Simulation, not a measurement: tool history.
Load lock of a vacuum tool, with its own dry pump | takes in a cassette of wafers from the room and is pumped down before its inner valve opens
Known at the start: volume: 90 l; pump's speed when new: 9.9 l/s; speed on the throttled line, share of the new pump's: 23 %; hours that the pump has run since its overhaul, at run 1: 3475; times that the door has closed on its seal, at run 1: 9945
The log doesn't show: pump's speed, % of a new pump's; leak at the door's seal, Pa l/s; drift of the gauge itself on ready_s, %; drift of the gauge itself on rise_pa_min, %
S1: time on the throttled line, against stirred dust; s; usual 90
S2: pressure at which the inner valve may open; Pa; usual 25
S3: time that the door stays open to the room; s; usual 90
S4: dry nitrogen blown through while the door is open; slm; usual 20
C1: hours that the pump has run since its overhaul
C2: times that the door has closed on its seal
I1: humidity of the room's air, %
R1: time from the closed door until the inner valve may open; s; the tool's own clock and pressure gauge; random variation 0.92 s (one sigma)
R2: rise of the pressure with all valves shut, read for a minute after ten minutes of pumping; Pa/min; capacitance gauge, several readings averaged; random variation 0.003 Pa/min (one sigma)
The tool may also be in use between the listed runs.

run	hour	S1	S2	S3	S4	C1	C2	I1	R1	R2
1	0	90	25	90	20	3475	9945	44.9	148.3	0.072
2	66.4	90	25	90	20	3542	10271	47.6	147.6	0.078
3	174.8	90	25	90	20	3650	10804	44.5	146.6	0.071
4	254	90	25	90	20	3729	11194	43.8	148.7	0.072
5	352.2	90	25	90	20	3828	11676	44.5	146.8	0.075
6	466.1	90	25	90	20	3941	12236	43.1	147.7	0.071
7	526.1	90	19	88	9	4001	12531	45.2	149.2	0.092
8	640.9	90	19	88	9	4116	13095	44.1	150.4	0.087
9	750.8	102	27	88	9	4226	13636	45.9	157.2	0.09
10	866.8	102	28	88	34	4342	14206	45.8	157	0.076
11	917.6	54	50	67	36	4393	14455	47.6	114.8	0.067
12	1021.6	54	50	67	36	4497	14967	44.7	114.3	0.07

3 ways to go on from here, each from the tool as it stands after run 12. What would each give?
A	1071.4	60	50	61	36	4547	15212	49.7	?	?
B	1071.4	54	50	109	36	4547	15212	44.6	?	?
C	1071.4	54	28	122	36	4547	15212	44	?	?

run	R1	R2
A	119.7	0.074
B	115	0.075
C	120.9	0.072
Without the tool's hidden state the same runs would have given:
run	R1	R2
A	116.5	0.037
B	111.7	0.039
C	117.3	0.035
